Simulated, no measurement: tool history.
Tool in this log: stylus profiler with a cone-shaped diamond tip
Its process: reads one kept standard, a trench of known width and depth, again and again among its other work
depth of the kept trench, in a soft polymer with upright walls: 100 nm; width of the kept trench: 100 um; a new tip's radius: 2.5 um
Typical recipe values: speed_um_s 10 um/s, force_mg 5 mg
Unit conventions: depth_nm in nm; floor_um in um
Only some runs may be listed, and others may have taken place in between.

run 1 day=0 | speed_um_s=10 force_mg=5 | depth_nm=101.1 floor_um=98.57
run 2 day=1.892 | speed_um_s=10 force_mg=8.67 | depth_nm=101.44 floor_um=98.54
run 3 day=3.246 | speed_um_s=10 force_mg=8.67 | depth_nm=101.52 floor_um=98.54
run 4 day=4.279 | speed_um_s=10 force_mg=8.67 | depth_nm=101.54 floor_um=98.49
run 5 day=6.679 | speed_um_s=10 force_mg=8.67 | depth_nm=101.57 floor_um=98.46
run 6 day=8.35 | speed_um_s=10 force_mg=8.67 | depth_nm=101.57 floor_um=98.48
run 7 day=9.858 | speed_um_s=10 force_mg=5 | depth_nm=101.02 floor_um=98.46
run 8 day=11.954 | speed_um_s=10 force_mg=7.74 | depth_nm=101.5 floor_um=98.42
run 9 day=13.5 | speed_um_s=10 force_mg=5 | depth_nm=101.04 floor_um=98.37
run 10 day=14.804 | speed_um_s=29 force_mg=5 | depth_nm=101.12 floor_um=98.31
run 11 day=16.746 | speed_um_s=10 force_mg=11.25 | depth_nm=101.79 floor_um=98.35
run 12 day=19.062 | speed_um_s=12 force_mg=5 | depth_nm=101.1 floor_um=98.31
run 13 day=20.242 | speed_um_s=17 force_mg=5 | depth_nm=101.04 floor_um=98.25
run 14 day=21.708 | speed_um_s=17 force_mg=5 | depth_nm=101.04 floor_um=98.34
run 15 day=22.896 | speed_um_s=10 force_mg=7.88 | depth_nm=101.42 floor_um=98.32
run 16 day=24.858 | speed_um_s=10 force_mg=7.88 | depth_nm=101.53 floor_um=98.24
run 17 day=27.129 | speed_um_s=10 force_mg=7.88 | depth_nm=101.63 floor_um=98.31
run 18 day=29.021 | speed_um_s=25 force_mg=5.6 | depth_nm=101.3 floor_um=98.2
run 19 day=30.304 | speed_um_s=32 force_mg=5 | depth_nm=101.19 floor_um=98.12
run 20 day=31.642 | speed_um_s=7 force_mg=1.89 | depth_nm=100.64 floor_um=98.17
run 21 day=33.212 | speed_um_s=19 force_mg=6.05 | depth_nm=101.28 floor_um=98.18
run 22 day=34.996 | speed_um_s=2 force_mg=4.31 | depth_nm=101.12 floor_um=98.17
run 23 day=37.175 | speed_um_s=30 force_mg=5.71 | depth_nm=101.32 floor_um=98.07
run 24 day=39.088 | speed_um_s=6 force_mg=5 | depth_nm=101.18 floor_um=98.15
run 25 day=40.188 | speed_um_s=3 force_mg=2.69 | depth_nm=100.94 floor_um=98.16
run 26 day=42.3 | speed_um_s=3 force_mg=2.69 | depth_nm=101.02 floor_um=98.13
run 27 day=43.954 | speed_um_s=3 force_mg=2.69 | depth_nm=100.97 floor_um=98.13
run 28 day=46.329 | speed_um_s=3 force_mg=2.69 | depth_nm=100.88 floor_um=98.06

Difference, measured minus no-hidden-state, one row per run. Run-to-run variation is common to both terms; the gauge's own scatter need not be:
Hidden state at play: radius of the tip, um; height scale over the true one, %; drift of the gauge itself on depth_nm, %; drift of the gauge itself on floor_um, %.
run=1 depth_nm=-0.02 floor_um=-0.01
run=2 depth_nm=-0.01 floor_um=-0.03
run=3 depth_nm=+0 floor_um=-0.05
run=4 depth_nm=+0 floor_um=-0.06
run=5 depth_nm=+0.01 floor_um=-0.09
run=6 depth_nm=+0.02 floor_um=-0.11
run=7 depth_nm=+0.02 floor_um=-0.12
run=8 depth_nm=+0.04 floor_um=-0.15
run=9 depth_nm=+0.04 floor_um=-0.17
run=10 depth_nm=+0.06 floor_um=-0.19
run=11 depth_nm=+0.07 floor_um=-0.2
run=12 depth_nm=+0.08 floor_um=-0.23
run=13 depth_nm=+0.08 floor_um=-0.25
run=14 depth_nm=+0.08 floor_um=-0.26
run=15 depth_nm=+0.09 floor_um=-0.28
run=16 depth_nm=+0.1 floor_um=-0.3
run=17 depth_nm=+0.12 floor_um=-0.32
run=18 depth_nm=+0.12 floor_um=-0.35
run=19 depth_nm=+0.13 floor_um=-0.36
run=20 depth_nm=+0.14 floor_um=-0.37
run=21 depth_nm=+0.15 floor_um=-0.39
run=22 depth_nm=+0.16 floor_um=-0.4
run=23 depth_nm=+0.17 floor_um=-0.43
run=24 depth_nm=+0.18 floor_um=-0.45
run=25 depth_nm=+0.18 floor_um=-0.45
run=26 depth_nm=+0.19 floor_um=-0.47
run=27 depth_nm=+0.2 floor_um=-0.5
run=28 depth_nm=+0.21 floor_um=-0.52
